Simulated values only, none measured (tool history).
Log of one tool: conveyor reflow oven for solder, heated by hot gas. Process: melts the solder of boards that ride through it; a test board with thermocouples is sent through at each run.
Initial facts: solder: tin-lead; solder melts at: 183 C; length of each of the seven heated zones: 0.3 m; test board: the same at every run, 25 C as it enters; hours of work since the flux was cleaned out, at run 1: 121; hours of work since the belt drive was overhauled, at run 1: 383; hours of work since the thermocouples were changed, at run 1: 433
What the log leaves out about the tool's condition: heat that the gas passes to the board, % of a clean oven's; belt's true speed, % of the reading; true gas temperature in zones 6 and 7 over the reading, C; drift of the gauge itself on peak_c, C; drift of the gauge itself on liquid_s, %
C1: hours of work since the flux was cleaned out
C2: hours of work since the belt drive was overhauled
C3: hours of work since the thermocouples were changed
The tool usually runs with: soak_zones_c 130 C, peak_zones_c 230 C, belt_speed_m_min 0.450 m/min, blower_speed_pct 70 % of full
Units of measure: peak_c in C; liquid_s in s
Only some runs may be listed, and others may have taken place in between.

run 1 hour=0.0 | soak_zones_c=130 peak_zones_c=230 belt_speed_m_min=0.450 blower_speed_pct=70 | C1=121 C2=383 C3=433 | peak_c=212.3 liquid_s=52.8
run 2 hour=15.8 | soak_zones_c=130 peak_zones_c=230 belt_speed_m_min=0.450 blower_speed_pct=62 | C1=128 C2=390 C3=441 | peak_c=210.3 liquid_s=50.0
run 3 hour=31.5 | soak_zones_c=130 peak_zones_c=230 belt_speed_m_min=0.450 blower_speed_pct=62 | C1=135 C2=397 C3=448 | peak_c=210.2 liquid_s=50.1
run 4 hour=55.8 | soak_zones_c=130 peak_zones_c=230 belt_speed_m_min=0.450 blower_speed_pct=70 | C1=146 C2=408 C3=459 | peak_c=212.3 liquid_s=52.8
run 5 hour=66.9 | soak_zones_c=130 peak_zones_c=230 belt_speed_m_min=0.450 blower_speed_pct=70 | C1=151 C2=413 C3=464 | peak_c=212.1 liquid_s=52.6
run 6 hour=82.0 | soak_zones_c=130 peak_zones_c=230 belt_speed_m_min=0.450 blower_speed_pct=70 | C1=158 C2=420 C3=470 | peak_c=212.3 liquid_s=52.7
run 7 hour=96.2 | soak_zones_c=132 peak_zones_c=230 belt_speed_m_min=0.450 blower_speed_pct=70 | C1=165 C2=426 C3=477 | peak_c=212.9 liquid_s=53.9
run 8 hour=111.2 | soak_zones_c=132 peak_zones_c=230 belt_speed_m_min=0.450 blower_speed_pct=70 | C1=171 C2=433 C3=484 | peak_c=212.7 liquid_s=54.0
run 9 hour=135.4 | soak_zones_c=132 peak_zones_c=230 belt_speed_m_min=0.450 blower_speed_pct=80 | C1=182 C2=444 C3=494 | peak_c=214.9 liquid_s=56.2
run 10 hour=158.9 | soak_zones_c=130 peak_zones_c=230 belt_speed_m_min=0.450 blower_speed_pct=70 | C1=193 C2=454 C3=505 | peak_c=212.5 liquid_s=52.8
run 11 hour=178.1 | soak_zones_c=130 peak_zones_c=230 belt_speed_m_min=0.450 blower_speed_pct=70 | C1=201 C2=463 C3=514 | peak_c=212.4 liquid_s=53.2
run 12 hour=197.2 | soak_zones_c=122 peak_zones_c=230 belt_speed_m_min=0.450 blower_speed_pct=70 | C1=210 C2=472 C3=522 | peak_c=210.8 liquid_s=49.1
run 13 hour=222.1 | soak_zones_c=132 peak_zones_c=234 belt_speed_m_min=0.450 blower_speed_pct=69 | C1=221 C2=483 C3=533 | peak_c=215.9 liquid_s=56.3
run 14 hour=239.8 | soak_zones_c=132 peak_zones_c=225 belt_speed_m_min=0.443 blower_speed_pct=69 | C1=229 C2=491 C3=541 | peak_c=208.6 liquid_s=50.8
run 15 hour=260.9 | soak_zones_c=132 peak_zones_c=225 belt_speed_m_min=0.443 blower_speed_pct=69 | C1=239 C2=500 C3=551 | peak_c=208.8 liquid_s=51.2
run 16 hour=279.9 | soak_zones_c=130 peak_zones_c=226 belt_speed_m_min=0.450 blower_speed_pct=70 | C1=247 C2=509 C3=559 | peak_c=209.0 liquid_s=49.5
run 17 hour=290.4 | soak_zones_c=130 peak_zones_c=226 belt_speed_m_min=0.411 blower_speed_pct=70 | C1=252 C2=514 C3=564 | peak_c=211.6 liquid_s=58.6
run 18 hour=307.7 | soak_zones_c=144 peak_zones_c=225 belt_speed_m_min=0.513 blower_speed_pct=70 | C1=260 C2=521 C3=572 | peak_c=206.6 liquid_s=44.9
run 19 hour=324.5 | soak_zones_c=144 peak_zones_c=230 belt_speed_m_min=0.513 blower_speed_pct=60 | C1=267 C2=529 C3=580 | peak_c=208.1 liquid_s=45.5
-- hour=344.7 flux residue cleaned out of gas plates and filters
run 20 hour=348.5 | soak_zones_c=136 peak_zones_c=230 belt_speed_m_min=0.450 blower_speed_pct=55 | C1=2 C2=537 C3=588 | peak_c=209.2 liquid_s=50.9
run 21 hour=369.1 | soak_zones_c=136 peak_zones_c=230 belt_speed_m_min=0.450 blower_speed_pct=55 | C1=11 C2=547 C3=597 | peak_c=209.3 liquid_s=50.9

Run 22 has not been measured yet. What should we expect?
run 22 hour=383.9 | soak_zones_c=136 peak_zones_c=230 belt_speed_m_min=0.450 blower_speed_pct=55 | C1=18 C2=553 C3=604 | peak_c=? liquid_s=?

{"run 22": {"peak_c": 209.5, "liquid_s": 50.9}}
Were there no unlogged condition in the tool, this run, its random variation unchanged, would have produced peak_c 209.5 C, liquid_s 50.9 s.
